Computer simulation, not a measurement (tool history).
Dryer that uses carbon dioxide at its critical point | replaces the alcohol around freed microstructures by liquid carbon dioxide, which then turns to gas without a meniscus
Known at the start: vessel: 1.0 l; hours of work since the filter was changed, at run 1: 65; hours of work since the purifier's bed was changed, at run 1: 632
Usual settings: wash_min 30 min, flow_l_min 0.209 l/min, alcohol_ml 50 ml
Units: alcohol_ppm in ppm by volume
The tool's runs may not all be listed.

run	day	wash_min	flow_l_min	alcohol_ml	hours of work since the filter was changed	hours of work since the purifier's bed was changed	alcohol_ppm
1	0.000	30	0.209	50	65	632	651
2	1.429	30	0.209	50	75	642	656
3	3.225	30	0.209	50	89	656	660
4	5.375	30	0.209	50	105	672	694
5	6.300	30	0.253	50	111	679	309
6	7.800	30	0.318	50	123	690	146
7	9.646	30	0.318	50	136	703	135
8	11.646	30	0.209	50	151	718	754
9	13.446	30	0.209	76	165	732	1127
10	15.438	30	0.209	76	179	746	1152
# day 16.300: inlet filter changed
11	17.388	30	0.209	50	8	761	591
12	18.629	30	0.209	50	17	770	597
13	19.833	30	0.209	50	26	779	606
14	20.833	25	0.198	50	34	786	1515
15	22.196	34	0.209	50	44	796	385
16	24.104	34	0.209	50	58	811	407
17	26.233	30	0.209	67	74	826	856
18	28.179	30	0.209	67	88	841	886
19	30.254	30	0.209	67	104	856	903
20	31.854	20	0.241	112	116	868	3683
21	33.129	30	0.209	41	125	878	617
22	35.338	30	0.141	34	142	894	2029
23	37.312	37	0.238	50	156	909	224
24	38.962	37	0.238	25	168	921	172
25	39.954	37	0.238	25	176	928	176
# day 41.304: inlet filter changed
26	42.179	37	0.238	25	7	945	136

5 ways to go on from here, each from the tool as it stands after run 26. What would each give?
A	43.546	32	0.157	84	17	955	?
B	43.546	18	0.154	100	17	955	?
C	43.546	30	0.209	22	17	955	?
D	43.546	37	0.182	25	17	955	?
E	43.546	33	0.270	36	17	955	?

run	alcohol_ppm
A	2405
B	13995
C	343
D	299
E	176
Without the tool's hidden state the same runs would have given:
run	alcohol_ppm
A	2214
B	13624
C	221
D	179
E	60
